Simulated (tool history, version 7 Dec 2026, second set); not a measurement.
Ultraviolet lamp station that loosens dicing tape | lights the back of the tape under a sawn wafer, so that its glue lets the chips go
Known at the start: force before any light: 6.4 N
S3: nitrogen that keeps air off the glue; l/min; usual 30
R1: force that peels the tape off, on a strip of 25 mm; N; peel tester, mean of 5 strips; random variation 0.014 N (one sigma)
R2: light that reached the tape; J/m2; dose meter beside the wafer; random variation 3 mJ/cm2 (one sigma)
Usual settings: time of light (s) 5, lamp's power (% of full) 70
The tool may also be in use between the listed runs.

run 1 hour=0.0 | time_of_light_(s)=5 lamp's_power_(%_of_full)=70 S3=30 | R1=1.095 R2=3420
run 2 hour=22.2 | time_of_light_(s)=5 lamp's_power_(%_of_full)=70 S3=30 | R1=1.101 R2=3380
run 3 hour=50.2 | time_of_light_(s)=5 lamp's_power_(%_of_full)=62 S3=30 | R1=1.366 R2=2980
run 4 hour=84.5 | time_of_light_(s)=5 lamp's_power_(%_of_full)=62 S3=30 | R1=1.356 R2=2930
run 5 hour=109.7 | time_of_light_(s)=5 lamp's_power_(%_of_full)=62 S3=30 | R1=1.408 R2=2900
run 6 hour=134.1 | time_of_light_(s)=5 lamp's_power_(%_of_full)=62 S3=30 | R1=1.441 R2=2900
run 7 hour=157.5 | time_of_light_(s)=5 lamp's_power_(%_of_full)=62 S3=30 | R1=1.430 R2=2860
run 8 hour=187.6 | time_of_light_(s)=5 lamp's_power_(%_of_full)=62 S3=30 | R1=1.409 R2=2790
run 9 hour=211.9 | time_of_light_(s)=5 lamp's_power_(%_of_full)=62 S3=30 | R1=1.449 R2=2780
run 10 hour=230.5 | time_of_light_(s)=5 lamp's_power_(%_of_full)=62 S3=30 | R1=1.545 R2=2750
run 11 hour=246.5 | time_of_light_(s)=5 lamp's_power_(%_of_full)=62 S3=30 | R1=1.498 R2=2750
run 12 hour=273.8 | time_of_light_(s)=5 lamp's_power_(%_of_full)=96 S3=30 | R1=0.728 R2=4220
run 13 hour=305.1 | time_of_light_(s)=7 lamp's_power_(%_of_full)=94 S3=56 | R1=0.303 R2=5660
run 14 hour=328.3 | time_of_light_(s)=3 lamp's_power_(%_of_full)=70 S3=22 | R1=2.646 R2=1820
run 15 hour=346.4 | time_of_light_(s)=2 lamp's_power_(%_of_full)=70 S3=19 | R1=3.597 R2=1180
run 16 hour=367.5 | time_of_light_(s)=2 lamp's_power_(%_of_full)=70 S3=19 | R1=3.457 R2=1170

Forecast each of these 4 alternatives for the next run:
run A hour=386.3 | time_of_light_(s)=2 lamp's_power_(%_of_full)=70 S3=28 | R1=? R2=?
run B hour=386.3 | time_of_light_(s)=5 lamp's_power_(%_of_full)=65 S3=30 | R1=? R2=?
run C hour=386.3 | time_of_light_(s)=2 lamp's_power_(%_of_full)=64 S3=51 | R1=? R2=?
run D hour=386.3 | time_of_light_(s)=2 lamp's_power_(%_of_full)=70 S3=14 | R1=? R2=?

run=A R1=3.528 R2=1200
run=B R1=1.487 R2=2710
run=C R1=3.318 R2=1050
run=D R1=3.699 R2=1170
Without the tool's hidden state the same runs would have given:
run=A R1=2.556 R2=1810
run=B R1=0.742 R2=4140
run=C R1=2.386 R2=1610
run=D R1=2.814 R2=1780

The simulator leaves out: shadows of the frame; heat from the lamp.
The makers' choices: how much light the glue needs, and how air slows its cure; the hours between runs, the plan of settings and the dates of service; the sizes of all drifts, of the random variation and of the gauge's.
